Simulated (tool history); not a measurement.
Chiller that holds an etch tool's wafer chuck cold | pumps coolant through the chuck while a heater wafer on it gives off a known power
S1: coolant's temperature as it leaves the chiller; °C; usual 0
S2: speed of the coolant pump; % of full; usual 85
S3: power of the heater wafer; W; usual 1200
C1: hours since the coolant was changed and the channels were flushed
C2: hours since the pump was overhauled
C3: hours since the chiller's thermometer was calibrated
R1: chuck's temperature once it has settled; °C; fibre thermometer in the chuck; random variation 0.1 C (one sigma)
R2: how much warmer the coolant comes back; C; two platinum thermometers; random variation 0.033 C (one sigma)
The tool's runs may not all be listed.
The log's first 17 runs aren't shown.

run,day,S1,S2,S3,C1,C2,C3,R1,R2
18,22.050,10,97,829,3827,1449,182,16.0,2.83
19,23.154,6,97,602,3853,1475,209,10.4,2.04
20,24.192,-2,74,1200,3878,1500,234,8.5,5.49
21,24.921,-2,62,1200,3896,1518,251,9.9,6.59
22,25.696,8,62,1217,3914,1536,270,20.1,6.65
23,27.229,-2,67,667,3951,1573,307,4.4,3.42
24,28.746,-2,67,667,3988,1610,343,4.4,3.42
25,29.550,-2,73,667,4007,1629,362,4.0,3.12
26,30.288,7,85,1371,4025,1647,380,17.9,5.33
# day 30.742: coolant changed, channels flushed
27,32.071,7,85,1371,32,1683,417,16.9,5.38
28,33.238,0,60,1766,60,1711,445,16.1,10.18
29,34.458,9,85,805,89,1741,474,14.9,3.14
30,35.517,-1,78,669,115,1766,500,4.3,2.89
31,36.812,-8,78,1507,146,1797,531,3.5,6.48
32,38.392,3,72,1507,184,1835,569,15.5,7.12
33,39.708,0,64,659,215,1867,600,6.1,3.57

Forecast each of these 3 alternatives for the next run:
A,41.233,-4,67,946,252,1903,637,?,?
B,41.233,0,95,982,252,1903,637,?,?
C,41.233,-6,85,1546,252,1903,637,?,?

run,R1,R2
A,4.2,4.87
B,6.7,3.43
C,5.1,6.08
Without the tool's hidden state the same runs would have given:
run,R1,R2
A,3.7,4.55
B,6.3,3.20
C,4.5,5.69
